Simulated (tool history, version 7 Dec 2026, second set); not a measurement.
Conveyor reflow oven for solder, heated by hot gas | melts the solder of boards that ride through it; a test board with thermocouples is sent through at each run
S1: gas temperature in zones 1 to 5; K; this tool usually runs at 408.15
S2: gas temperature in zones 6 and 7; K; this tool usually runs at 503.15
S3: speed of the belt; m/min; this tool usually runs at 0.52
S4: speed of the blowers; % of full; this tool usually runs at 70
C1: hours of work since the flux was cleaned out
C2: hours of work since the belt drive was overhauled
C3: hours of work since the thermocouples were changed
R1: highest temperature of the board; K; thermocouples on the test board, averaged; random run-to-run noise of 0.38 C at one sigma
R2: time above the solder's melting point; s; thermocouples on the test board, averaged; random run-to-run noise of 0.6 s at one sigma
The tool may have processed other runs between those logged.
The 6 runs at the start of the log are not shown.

run	hour	S1	S2	S3	S4	C1	C2	C3	R1	R2
7	55.4	408.15	503.15	0.52	64	242	670	157	479.35	52.7
8	70.8	408.15	503.15	0.52	64	251	678	165	479.45	53.4
9	80.2	408.15	503.15	0.52	64	257	684	171	479.45	52.8
10	95.3	408.15	503.15	0.604	70	265	693	180	475.55	39.9
11	104.5	408.15	503.15	0.52	70	271	698	185	481.25	55.9
12	116.9	408.15	503.15	0.52	70	278	705	192	480.95	56.9
13	126.9	408.15	503.15	0.52	87	283	711	198	484.95	62.3
14	137.6	408.15	503.15	0.52	87	290	717	204	485.35	62
15	144.1	408.15	503.15	0.469	70	293	721	208	484.95	68
16	157.4	408.15	503.15	0.469	70	301	728	215	484.65	68.8
17	169.9	408.15	503.15	0.469	70	308	736	223	484.25	68.4
18	184.4	418.15	503.15	0.469	70	317	744	231	485.75	76.6
# hour 202.1: flux residue cleaned out of gas plates and filters
19	202.1	418.15	503.15	0.469	70	0	751	238	486.95	75.6
20	217.4	397.15	503.15	0.531	70	9	760	247	478.75	46.4
21	229.1	419.15	503.15	0.52	70	16	767	254	484.25	65.1
22	238.3	419.15	503.15	0.483	70	21	772	259	485.75	72.8
23	251.2	418.15	501.15	0.483	81	28	780	267	486.65	74.5
24	264.7	402.15	501.15	0.501	81	36	787	274	482.25	59.8
25	277.7	408.15	495.15	0.612	70	44	795	282	468.45	30
26	293.7	400.15	503.15	0.52	70	53	804	291	479.85	50.5
27	304.6	419.15	503.15	0.476	86	59	810	297	490.05	80
28	311.8	417.15	497.15	0.479	77	63	815	302	482.95	68.9
29	326.8	412.15	496.15	0.52	70	72	823	310	476.65	51.5
30	341.5	408.15	514.15	0.509	70	80	832	319	491.75	68.7
31	354.7	401.15	503.15	0.484	70	88	839	326	482.15	60.2

What if the next run were any one of these 4? Each begins from the tool's condition after run 31:
A	366.9	409.15	509.15	0.521	70	95	846	333	?	?
B	366.9	394.15	504.15	0.593	70	95	846	333	?	?
C	366.9	417.15	503.15	0.473	72	95	846	333	?	?
D	366.9	421.15	503.15	0.599	70	95	846	333	?	?

run	R1	R2
A	486.35	62.6
B	473.35	33.7
C	487.05	74.6
D	479.45	50.4
Had the tool no hidden state, the same runs would have come out as:
run	R1	R2
A	486.35	62.6
B	473.35	33.7
C	487.05	74.6
D	479.45	50.5

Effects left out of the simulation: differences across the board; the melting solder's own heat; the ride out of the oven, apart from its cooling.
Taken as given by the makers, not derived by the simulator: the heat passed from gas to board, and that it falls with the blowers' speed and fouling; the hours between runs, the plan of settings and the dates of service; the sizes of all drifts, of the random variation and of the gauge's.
